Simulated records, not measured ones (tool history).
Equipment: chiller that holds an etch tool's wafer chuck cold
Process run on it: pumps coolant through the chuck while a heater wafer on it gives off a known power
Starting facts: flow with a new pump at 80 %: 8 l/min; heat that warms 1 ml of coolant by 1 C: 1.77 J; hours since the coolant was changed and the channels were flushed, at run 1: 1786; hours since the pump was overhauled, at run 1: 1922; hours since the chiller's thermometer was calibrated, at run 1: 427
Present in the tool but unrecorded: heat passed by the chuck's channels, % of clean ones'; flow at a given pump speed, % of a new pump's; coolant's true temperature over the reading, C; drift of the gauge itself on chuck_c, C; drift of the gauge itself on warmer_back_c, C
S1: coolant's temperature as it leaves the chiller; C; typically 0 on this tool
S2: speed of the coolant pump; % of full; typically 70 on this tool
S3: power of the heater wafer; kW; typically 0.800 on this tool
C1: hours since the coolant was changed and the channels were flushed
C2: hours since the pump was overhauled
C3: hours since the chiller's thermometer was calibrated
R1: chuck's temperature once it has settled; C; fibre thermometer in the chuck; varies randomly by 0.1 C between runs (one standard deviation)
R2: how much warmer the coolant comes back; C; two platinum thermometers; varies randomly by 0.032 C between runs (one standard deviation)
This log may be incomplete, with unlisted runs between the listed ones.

Run 1, hour 0.0: usual settings; C1 1786; C2 1922; C3 427. Result: R1 7.5 C, R2 4.04 C.
Run 2, hour 31.6: usual settings but S2 62 % of full; C1 1818; C2 1954; C3 458. Result: R1 8.0 C, R2 4.63 C.
Run 3, hour 71.3: usual settings but S3 1.034 kW; C1 1857; C2 1993; C3 498. Result: R1 9.7 C, R2 5.29 C.
Run 4, hour 118.0: usual settings but S3 1.034 kW; C1 1904; C2 2040; C3 545. Result: R1 9.8 C, R2 5.25 C.
Run 5, hour 142.4: usual settings; C1 1928; C2 2064; C3 569. Result: R1 7.5 C, R2 4.04 C.
Run 6, hour 176.2: usual settings; C1 1962; C2 2098; C3 603. Result: R1 7.6 C, R2 4.07 C.
Run 7, hour 205.5: usual settings; C1 1992; C2 2127; C3 632. Result: R1 7.3 C, R2 4.07 C.
Run 8, hour 229.3: usual settings but S1 -3 C; C1 2015; C2 2151; C3 656. Result: R1 4.4 C, R2 4.08 C.
Run 9, hour 278.3: usual settings but S1 -4 C; C1 2064; C2 2200; C3 705. Result: R1 3.5 C, R2 4.10 C.
Run 10, hour 328.0: usual settings but S2 94 % of full; C1 2114; C2 2250; C3 755. Result: R1 6.0 C, R2 2.93 C.
Run 11, hour 377.1: usual settings but S2 94 % of full; C1 2163; C2 2299; C3 804. Result: R1 5.9 C, R2 2.93 C.
Run 12, hour 421.5: usual settings but S3 1.104 kW; C1 2208; C2 2343; C3 848. Result: R1 10.5 C, R2 5.61 C.
Run 13, hour 463.1: usual settings; C1 2249; C2 2385; C3 890. Result: R1 7.3 C, R2 4.08 C.
Run 14, hour 487.9: usual settings; C1 2274; C2 2410; C3 914. Result: R1 7.5 C, R2 4.06 C.
Run 15, hour 508.8: usual settings; C1 2295; C2 2431; C3 935. Result: R1 7.4 C, R2 4.14 C.
Run 16, hour 535.6: usual settings but S3 0.649 kW; C1 2322; C2 2458; C3 962. Result: R1 6.2 C, R2 3.28 C.
Run 17, hour 577.2: usual settings but S3 0.649 kW; C1 2363; C2 2499; C3 1004. Result: R1 6.0 C, R2 3.27 C.
Run 18, hour 612.5: usual settings but S3 0.649 kW; C1 2399; C2 2534; C3 1039. Result: R1 6.2 C, R2 3.29 C.

What does the tool deliver on the next run?
Run 19, hour 642.6: usual settings but S1 4 C, S2 97 % of full, S3 1.187 kW; C1 2429; C2 2564; C3 1069. Result: R1 ?, R2 ?.

{"run 19": {"R1": 12.7, "R2": 4.13}}
Without the tool's hidden state the same run would have given R1 12.2 C, R2 4.00 C.

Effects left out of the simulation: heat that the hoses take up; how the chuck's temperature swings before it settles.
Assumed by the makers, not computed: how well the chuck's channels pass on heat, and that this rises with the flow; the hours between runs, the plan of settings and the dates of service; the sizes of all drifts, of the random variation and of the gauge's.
